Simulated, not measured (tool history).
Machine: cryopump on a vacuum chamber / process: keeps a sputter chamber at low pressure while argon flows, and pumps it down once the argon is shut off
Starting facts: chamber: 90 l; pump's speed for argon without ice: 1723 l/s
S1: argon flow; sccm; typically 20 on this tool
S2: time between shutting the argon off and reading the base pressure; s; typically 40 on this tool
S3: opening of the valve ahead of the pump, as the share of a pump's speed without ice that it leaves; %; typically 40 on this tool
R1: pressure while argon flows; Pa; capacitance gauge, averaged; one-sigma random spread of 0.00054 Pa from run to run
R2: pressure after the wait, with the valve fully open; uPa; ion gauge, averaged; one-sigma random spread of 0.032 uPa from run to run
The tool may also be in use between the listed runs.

run,hour,S1,S2,S3,R1,R2
1,0.0,20,40,40,0.0486,2.35
2,37.2,20,40,40,0.0489,2.39
3,70.2,23,40,40,0.0573,2.39
4,95.8,23,40,40,0.0578,2.45
5,134.4,23,40,40,0.0590,2.42
6,177.5,20,40,40,0.0519,2.59
7,220.5,20,40,40,0.0514,2.58
8,250.4,20,40,40,0.0525,2.54
9,282.7,20,40,40,0.0517,2.73
10,336.1,11,40,40,0.0292,2.66
11,367.6,11,40,40,0.0300,2.79
12,394.4,11,40,40,0.0297,2.78
13,420.8,11,40,40,0.0300,2.79
# hour 444.7: pump warmed up, emptied and cooled again
14,464.0,11,40,40,0.0281,2.59
15,498.0,11,40,40,0.0276,2.57
16,530.8,11,40,40,0.0281,2.68
17,583.7,20,40,26,0.0771,2.66
18,639.4,20,40,23,0.0879,2.81
19,679.6,10,40,34,0.0304,2.87
20,725.0,12,38,56,0.0230,3.00
21,757.8,12,212,32,0.0395,1.71
22,791.6,12,50,34,0.0376,2.71
23,845.9,30,72,52,0.0632,2.42
24,876.8,17,40,40,0.0467,3.11
# hour 889.5: pump warmed up, emptied and cooled again
25,924.8,10,40,43,0.0226,2.82
26,956.7,9,40,50,0.0181,2.85
27,995.5,10,132,16,0.0634,1.93
28,1045.3,20,156,18,0.1111,1.90
29,1099.2,27,26,57,0.0495,3.87
30,1146.9,27,26,57,0.0496,4.01
31,1170.2,9,178,29,0.0323,1.97
32,1226.2,9,178,29,0.0322,2.06
33,1258.0,18,41,34,0.0563,3.24

3 ways to go on from here, each from the tool as it stands after run 33. What would each give?
A,1307.9,12,228,24,?,?
B,1307.9,13,40,16,?,?
C,1307.9,9,40,40,?,?

run,R1,R2
A,0.0528,2.16
B,0.0831,3.45
C,0.0252,3.55
Without the tool's hidden state the same runs would have given:
run,R1,R2
A,0.0496,0.42
B,0.0796,1.68
C,0.0228,1.72

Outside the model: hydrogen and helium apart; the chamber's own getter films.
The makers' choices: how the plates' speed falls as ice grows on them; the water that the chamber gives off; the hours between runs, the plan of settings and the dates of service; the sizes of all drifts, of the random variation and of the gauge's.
